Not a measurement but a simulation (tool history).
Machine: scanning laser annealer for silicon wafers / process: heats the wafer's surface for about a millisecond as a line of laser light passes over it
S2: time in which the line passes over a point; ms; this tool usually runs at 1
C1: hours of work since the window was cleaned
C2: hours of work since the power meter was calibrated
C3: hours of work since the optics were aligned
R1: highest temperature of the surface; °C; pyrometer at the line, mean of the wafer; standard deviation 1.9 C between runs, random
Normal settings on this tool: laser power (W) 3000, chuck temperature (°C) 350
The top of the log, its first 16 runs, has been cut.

{"run": 17, "day": 4.429, "laser power (W)": 3000, "S2": 1, "chuck temperature (°C)": 380, "C1": 535, "C2": 282, "C3": 535, "R1": 1171}
{"run": 18, "day": 4.654, "laser power (W)": 3000, "S2": 1, "chuck temperature (°C)": 350, "C1": 539, "C2": 287, "C3": 539, "R1": 1143}
{"run": 19, "day": 4.988, "laser power (W)": 3000, "S2": 1, "chuck temperature (°C)": 350, "C1": 545, "C2": 293, "C3": 545, "R1": 1140}
{"run": 20, "day": 5.354, "laser power (W)": 3000, "S2": 1, "chuck temperature (°C)": 350, "C1": 552, "C2": 299, "C3": 552, "R1": 1142}
{"run": 21, "day": 5.708, "laser power (W)": 3000, "S2": 1, "chuck temperature (°C)": 350, "C1": 559, "C2": 306, "C3": 559, "R1": 1142}
{"run": 22, "day": 5.942, "laser power (W)": 3000, "S2": 1, "chuck temperature (°C)": 350, "C1": 563, "C2": 310, "C3": 563, "R1": 1140}
{"run": 23, "day": 6.146, "laser power (W)": 3000, "S2": 0.77, "chuck temperature (°C)": 368, "C1": 567, "C2": 314, "C3": 567, "R1": 1046}
{"run": 24, "day": 6.342, "laser power (W)": 3000, "S2": 0.77, "chuck temperature (°C)": 368, "C1": 570, "C2": 318, "C3": 570, "R1": 1048}
{"run": 25, "day": 6.592, "laser power (W)": 3127, "S2": 0.85, "chuck temperature (°C)": 389, "C1": 575, "C2": 322, "C3": 575, "R1": 1145}
{"run": 26, "day": 6.867, "laser power (W)": 3127, "S2": 0.85, "chuck temperature (°C)": 389, "C1": 580, "C2": 327, "C3": 580, "R1": 1147}
{"run": 27, "day": 7.154, "laser power (W)": 2883, "S2": 1.08, "chuck temperature (°C)": 318, "C1": 585, "C2": 333, "C3": 585, "R1": 1099}
{"run": 28, "day": 7.467, "laser power (W)": 2883, "S2": 1.08, "chuck temperature (°C)": 318, "C1": 591, "C2": 338, "C3": 591, "R1": 1102}
{"run": 29, "day": 7.746, "laser power (W)": 2847, "S2": 1, "chuck temperature (°C)": 356, "C1": 596, "C2": 343, "C3": 596, "R1": 1094}
{"run": 30, "day": 8.062, "laser power (W)": 2847, "S2": 1, "chuck temperature (°C)": 323, "C1": 602, "C2": 349, "C3": 602, "R1": 1057}
{"run": 31, "day": 8.233, "laser power (W)": 2847, "S2": 1.09, "chuck temperature (°C)": 323, "C1": 605, "C2": 353, "C3": 605, "R1": 1095}
{"run": 32, "day": 8.554, "laser power (W)": 3128, "S2": 0.88, "chuck temperature (°C)": 375, "C1": 611, "C2": 358, "C3": 611, "R1": 1147}
{"run": 33, "day": 8.862, "laser power (W)": 3000, "S2": 0.8, "chuck temperature (°C)": 350, "C1": 617, "C2": 364, "C3": 617, "R1": 1038}
{"run": 34, "day": 9.062, "laser power (W)": 3135, "S2": 0.84, "chuck temperature (°C)": 350, "C1": 621, "C2": 368, "C3": 621, "R1": 1103}
{"run": 35, "day": 9.317, "laser power (W)": 3220, "S2": 1.07, "chuck temperature (°C)": 376, "C1": 625, "C2": 372, "C3": 625, "R1": 1279}
{"run": 36, "day": 9.683, "laser power (W)": 3041, "S2": 0.88, "chuck temperature (°C)": 338, "C1": 632, "C2": 379, "C3": 632, "R1": 1079}
{"run": 37, "day": 9.925, "laser power (W)": 2784, "S2": 1.13, "chuck temperature (°C)": 327, "C1": 637, "C2": 384, "C3": 637, "R1": 1089}
{"run": 38, "day": 10.221, "laser power (W)": 2784, "S2": 1.13, "chuck temperature (°C)": 327, "C1": 642, "C2": 389, "C3": 642, "R1": 1088}
{"run": 39, "day": 10.562, "laser power (W)": 3157, "S2": 1.13, "chuck temperature (°C)": 327, "C1": 648, "C2": 395, "C3": 648, "R1": 1230}
{"run": 40, "day": 10.896, "laser power (W)": 2618, "S2": 1, "chuck temperature (°C)": 352, "C1": 654, "C2": 402, "C3": 654, "R1": 1008}

4 ways to go on from here, each from the tool as it stands after run 40. What would each give?
{"run": "A", "day": 11.058, "laser power (W)": 3103, "S2": 1, "chuck temperature (°C)": 350, "C1": 657, "C2": 405, "C3": 657, "R1": "?"}
{"run": "B", "day": 11.058, "laser power (W)": 3000, "S2": 1, "chuck temperature (°C)": 334, "C1": 657, "C2": 405, "C3": 657, "R1": "?"}
{"run": "C", "day": 11.058, "laser power (W)": 3126, "S2": 0.96, "chuck temperature (°C)": 372, "C1": 657, "C2": 405, "C3": 657, "R1": "?"}
{"run": "D", "day": 11.058, "laser power (W)": 2920, "S2": 1, "chuck temperature (°C)": 331, "C1": 657, "C2": 405, "C3": 657, "R1": "?"}

run=A R1=1174
run=B R1=1121
run=C R1=1183
run=D R1=1089
Take away the tool's hidden state, keep each run's random variation, and the runs would have read:
run=A R1=1215
run=B R1=1160
run=C R1=1224
run=D R1=1127
